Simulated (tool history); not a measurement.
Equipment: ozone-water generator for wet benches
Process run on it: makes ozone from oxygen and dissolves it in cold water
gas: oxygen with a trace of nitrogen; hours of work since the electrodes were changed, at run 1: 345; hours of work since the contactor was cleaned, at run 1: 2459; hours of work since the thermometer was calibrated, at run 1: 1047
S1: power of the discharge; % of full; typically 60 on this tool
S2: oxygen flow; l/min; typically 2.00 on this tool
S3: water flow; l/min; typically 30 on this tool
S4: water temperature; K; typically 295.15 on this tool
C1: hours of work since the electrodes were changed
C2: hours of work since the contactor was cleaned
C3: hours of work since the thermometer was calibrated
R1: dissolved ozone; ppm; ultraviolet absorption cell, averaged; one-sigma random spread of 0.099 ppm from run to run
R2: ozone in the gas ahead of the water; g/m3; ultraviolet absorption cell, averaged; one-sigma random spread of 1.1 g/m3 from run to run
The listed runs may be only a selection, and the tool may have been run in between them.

run,hour,S1,S2,S3,S4,C1,C2,C3,R1,R2
1,0.0,60,2.00,30,295.15,345,2459,1047,6.29,202.5
2,29.0,60,2.00,30,295.15,367,2481,1069,6.48,201.3
3,55.7,60,2.00,30,295.15,387,2501,1089,6.49,201.8
4,97.1,60,2.00,30,295.15,419,2533,1121,6.60,200.6
5,121.4,60,2.00,30,295.15,438,2551,1139,6.49,201.9
6,143.5,60,2.00,30,295.15,454,2568,1156,6.35,201.0
7,179.4,60,2.00,30,295.15,482,2596,1184,6.36,200.3
8,216.7,60,2.00,20,295.15,510,2624,1212,9.87,200.4
9,250.4,60,2.00,30,295.15,536,2650,1238,6.47,202.1
10,285.4,60,2.00,30,295.15,563,2677,1265,6.65,201.7
11,314.3,60,2.00,30,295.15,585,2699,1287,6.19,201.3
12,334.9,60,2.00,30,295.15,601,2714,1302,6.50,200.6
13,371.1,60,2.00,30,295.15,628,2742,1330,6.28,201.9
14,401.3,60,2.00,30,295.15,651,2765,1353,6.42,200.4
15,441.0,46,1.88,30,295.15,682,2795,1383,5.02,161.0
16,470.9,60,1.10,30,295.15,704,2818,1406,4.65,240.6
# hour 478.5: contactor cleaned
17,517.9,81,1.10,19,295.15,737,30,1439,10.25,315.3
18,557.5,81,1.02,19,295.15,767,60,1469,9.68,322.3
19,592.7,81,1.02,19,295.15,794,87,1496,9.74,326.6
20,618.0,65,1.02,19,297.15,814,107,1515,7.87,266.0
# hour 637.2: contactor cleaned, once more
21,643.6,65,1.02,19,297.15,830,5,1532,8.39,264.2
22,679.9,54,2.00,23,295.15,858,33,1560,7.94,182.1
23,702.2,54,2.00,23,295.15,875,50,1577,8.12,181.3

4 ways to go on from here, each from the tool as it stands after run 23. What would each give?
A,739.2,54,2.00,30,289.15,903,78,1605,?,?
B,739.2,46,2.00,45,301.15,903,78,1605,?,?
C,739.2,47,1.21,23,295.15,903,78,1605,?,?
D,739.2,60,2.00,40,295.15,903,78,1605,?,?

run,R1,R2
A,6.36,182.2
B,3.20,156.8
C,5.52,186.6
D,4.80,198.4
With the hidden condition removed and each run's random variation left untouched, the same runs would have given:
run,R1,R2
A,6.52,186.4
B,3.28,159.7
C,5.65,190.2
D,4.94,203.6
